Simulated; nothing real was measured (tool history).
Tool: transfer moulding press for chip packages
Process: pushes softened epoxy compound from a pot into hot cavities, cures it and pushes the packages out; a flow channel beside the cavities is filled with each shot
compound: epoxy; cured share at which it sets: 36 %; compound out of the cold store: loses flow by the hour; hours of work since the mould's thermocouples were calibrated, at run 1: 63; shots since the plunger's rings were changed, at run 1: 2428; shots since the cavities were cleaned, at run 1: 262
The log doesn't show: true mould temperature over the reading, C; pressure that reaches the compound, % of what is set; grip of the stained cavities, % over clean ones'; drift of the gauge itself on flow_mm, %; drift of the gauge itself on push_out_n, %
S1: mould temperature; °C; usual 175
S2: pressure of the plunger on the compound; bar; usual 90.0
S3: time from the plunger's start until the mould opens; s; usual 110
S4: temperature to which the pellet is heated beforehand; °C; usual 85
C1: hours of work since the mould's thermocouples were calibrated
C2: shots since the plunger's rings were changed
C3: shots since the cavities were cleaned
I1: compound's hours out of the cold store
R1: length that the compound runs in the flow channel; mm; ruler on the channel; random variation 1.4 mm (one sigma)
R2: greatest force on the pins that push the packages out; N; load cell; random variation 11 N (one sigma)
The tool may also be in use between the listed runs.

| run | hour | S1 | S2 | S3 | S4 | C1 | C2 | C3 | I1 | R1 | R2 |
|---|---|---|---|---|---|---|---|---|---|---|---|
| 1 | 0.0 | 175 | 90.0 | 110 | 85 | 63 | 2428 | 262 | 23.5 | 581 | 783 |
|  | 16.6 | cavities cleaned with cleaning compound and waxed |
| 2 | 27.8 | 175 | 90.0 | 110 | 85 | 82 | 2722 | 125 | 27.6 | 570 | 676 |
|  | 56.0 | cavities cleaned with cleaning compound and waxed |
| 3 | 63.4 | 175 | 90.0 | 110 | 85 | 107 | 3104 | 83 | 18.0 | 588 | 646 |
| 4 | 81.9 | 175 | 77.0 | 110 | 85 | 120 | 3311 | 290 | 17.6 | 545 | 798 |
|  | 96.0 | cavities cleaned with cleaning compound and waxed |
| 5 | 117.8 | 175 | 77.0 | 110 | 85 | 145 | 3695 | 243 | 41.1 | 493 | 743 |
|  | 135.5 | plunger's sealing rings changed |
|  | 137.0 | cavities cleaned with cleaning compound and waxed |
| 6 | 157.7 | 175 | 77.0 | 110 | 94 | 171 | 232 | 232 | 34.3 | 520 | 754 |
|  | 175.5 | cavities cleaned with cleaning compound and waxed |
| 7 | 185.5 | 175 | 77.0 | 110 | 94 | 190 | 526 | 111 | 22.5 | 548 | 637 |
| 8 | 208.9 | 175 | 77.0 | 110 | 94 | 207 | 788 | 373 | 41.6 | 502 | 815 |
|  | 215.6 | cavities cleaned with cleaning compound and waxed |
| 9 | 245.5 | 174 | 77.0 | 110 | 94 | 232 | 1181 | 334 | 13.5 | 566 | 883 |
|  | 256.5 | cavities cleaned with cleaning compound and waxed |
| 10 | 277.1 | 174 | 77.0 | 110 | 94 | 254 | 1518 | 231 | 22.4 | 546 | 762 |
| 11 | 293.2 | 175 | 90.0 | 110 | 85 | 265 | 1698 | 411 | 24.5 | 579 | 854 |
|  | 298.0 | cavities cleaned with cleaning compound and waxed |
| 12 | 316.7 | 175 | 90.0 | 110 | 85 | 281 | 1944 | 209 | 31.2 | 562 | 747 |
|  | 337.6 | cavities cleaned with cleaning compound and waxed |
| 13 | 357.9 | 175 | 90.0 | 125 | 85 | 310 | 2388 | 227 | 38.7 | 543 | 680 |
|  | 377.0 | cavities cleaned with cleaning compound and waxed |
| 14 | 396.5 | 176 | 72.4 | 125 | 85 | 337 | 2803 | 218 | 47.0 | 467 | 649 |
| 15 | 413.4 | 179 | 70.2 | 125 | 89 | 349 | 2993 | 408 | 9.4 | 529 | 753 |
|  | 418.4 | mould's thermocouples calibrated |
|  | 419.9 | cavities cleaned with cleaning compound and waxed |
| 16 | 436.4 | 179 | 70.2 | 125 | 89 | 12 | 3210 | 184 | 43.9 | 456 | 601 |
|  | 458.6 | cavities cleaned with cleaning compound and waxed |
| 17 | 459.9 | 175 | 91.9 | 110 | 85 | 28 | 3456 | 14 | 44.3 | 531 | 507 |

Forecast run 18:
|  | 484.0 | mould's thermocouples calibrated, once more |
| 18 | 490.0 | 175 | 101.4 | 110 | 94 | 4 | 3771 | 329 | 30.9 | ? | ? |

R1: 585 mm
R2: 781 N
Without the tool's hidden state the same run would have given R1 605 mm, R2 496 N.
